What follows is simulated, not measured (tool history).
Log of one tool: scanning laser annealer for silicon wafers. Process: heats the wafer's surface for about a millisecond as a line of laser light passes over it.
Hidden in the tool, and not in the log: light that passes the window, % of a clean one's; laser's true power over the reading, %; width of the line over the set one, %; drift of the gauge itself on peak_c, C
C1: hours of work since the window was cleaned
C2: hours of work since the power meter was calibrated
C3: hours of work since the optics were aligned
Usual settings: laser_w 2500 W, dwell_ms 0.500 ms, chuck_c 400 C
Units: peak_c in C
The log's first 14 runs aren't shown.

{"run": 15, "hour": 148.8, "laser_w": 2500, "dwell_ms": 0.5, "chuck_c": 400, "C1": 590, "C2": 284, "C3": 320, "peak_c": 1205}
{"run": 16, "hour": 156.6, "laser_w": 2500, "dwell_ms": 0.5, "chuck_c": 400, "C1": 595, "C2": 288, "C3": 325, "peak_c": 1203}
{"run": 17, "hour": 168.8, "laser_w": 2500, "dwell_ms": 0.5, "chuck_c": 400, "C1": 603, "C2": 296, "C3": 333, "peak_c": 1204}
{"run": 18, "hour": 179.4, "laser_w": 2500, "dwell_ms": 0.424, "chuck_c": 400, "C1": 609, "C2": 302, "C3": 339, "peak_c": 1138}
{"run": 19, "hour": 191.3, "laser_w": 2500, "dwell_ms": 0.424, "chuck_c": 400, "C1": 616, "C2": 310, "C3": 346, "peak_c": 1141}
{"run": 20, "hour": 198.3, "laser_w": 2500, "dwell_ms": 0.5, "chuck_c": 400, "C1": 621, "C2": 314, "C3": 351, "peak_c": 1208}
{"run": 21, "hour": 210.5, "laser_w": 2273, "dwell_ms": 0.5, "chuck_c": 400, "C1": 628, "C2": 321, "C3": 358, "peak_c": 1129}
{"run": 22, "hour": 222.2, "laser_w": 2623, "dwell_ms": 0.5, "chuck_c": 376, "C1": 635, "C2": 328, "C3": 365, "peak_c": 1215}
{"run": 23, "hour": 228.4, "laser_w": 2248, "dwell_ms": 0.354, "chuck_c": 376, "C1": 639, "C2": 332, "C3": 369, "peak_c": 984}
{"run": 24, "hour": 241.7, "laser_w": 2248, "dwell_ms": 0.354, "chuck_c": 376, "C1": 647, "C2": 340, "C3": 377, "peak_c": 986}
{"run": 25, "hour": 249.9, "laser_w": 2370, "dwell_ms": 0.554, "chuck_c": 362, "C1": 652, "C2": 345, "C3": 382, "peak_c": 1165}
{"run": 26, "hour": 258.5, "laser_w": 2318, "dwell_ms": 0.555, "chuck_c": 366, "C1": 657, "C2": 351, "C3": 388, "peak_c": 1153}
{"run": 27, "hour": 267.2, "laser_w": 2231, "dwell_ms": 0.477, "chuck_c": 412, "C1": 663, "C2": 356, "C3": 393, "peak_c": 1116}
{"run": 28, "hour": 276.3, "laser_w": 2231, "dwell_ms": 0.477, "chuck_c": 412, "C1": 668, "C2": 362, "C3": 398, "peak_c": 1114}
{"run": 29, "hour": 291.1, "laser_w": 2270, "dwell_ms": 0.598, "chuck_c": 398, "C1": 677, "C2": 371, "C3": 407, "peak_c": 1199}
{"run": 30, "hour": 298.9, "laser_w": 2270, "dwell_ms": 0.598, "chuck_c": 398, "C1": 682, "C2": 375, "C3": 412, "peak_c": 1200}
{"run": 31, "hour": 307.9, "laser_w": 2270, "dwell_ms": 0.598, "chuck_c": 398, "C1": 688, "C2": 381, "C3": 418, "peak_c": 1198}
{"run": 32, "hour": 316.2, "laser_w": 2270, "dwell_ms": 0.524, "chuck_c": 433, "C1": 693, "C2": 386, "C3": 423, "peak_c": 1182}
{"run": 33, "hour": 326.2, "laser_w": 2723, "dwell_ms": 0.468, "chuck_c": 423, "C1": 699, "C2": 392, "C3": 429, "peak_c": 1266}
{"run": 34, "hour": 337.3, "laser_w": 2181, "dwell_ms": 0.468, "chuck_c": 374, "C1": 706, "C2": 399, "C3": 436, "peak_c": 1057}
{"run": 35, "hour": 343.6, "laser_w": 2500, "dwell_ms": 0.555, "chuck_c": 363, "C1": 710, "C2": 403, "C3": 440, "peak_c": 1211}
{"run": 36, "hour": 350.3, "laser_w": 2338, "dwell_ms": 0.508, "chuck_c": 390, "C1": 714, "C2": 407, "C3": 444, "peak_c": 1148}
{"run": 37, "hour": 356.8, "laser_w": 2338, "dwell_ms": 0.508, "chuck_c": 390, "C1": 718, "C2": 411, "C3": 448, "peak_c": 1149}
{"run": 38, "hour": 366.5, "laser_w": 2338, "dwell_ms": 0.508, "chuck_c": 390, "C1": 724, "C2": 417, "C3": 454, "peak_c": 1149}

Forecast run 39:
{"run": 39, "hour": 379.6, "laser_w": 2338, "dwell_ms": 0.467, "chuck_c": 370, "C1": 732, "C2": 425, "C3": 462, "peak_c": "?"}

peak_c: 1100 C
Without the tool's hidden state the same run would have given peak_c 1101 C.

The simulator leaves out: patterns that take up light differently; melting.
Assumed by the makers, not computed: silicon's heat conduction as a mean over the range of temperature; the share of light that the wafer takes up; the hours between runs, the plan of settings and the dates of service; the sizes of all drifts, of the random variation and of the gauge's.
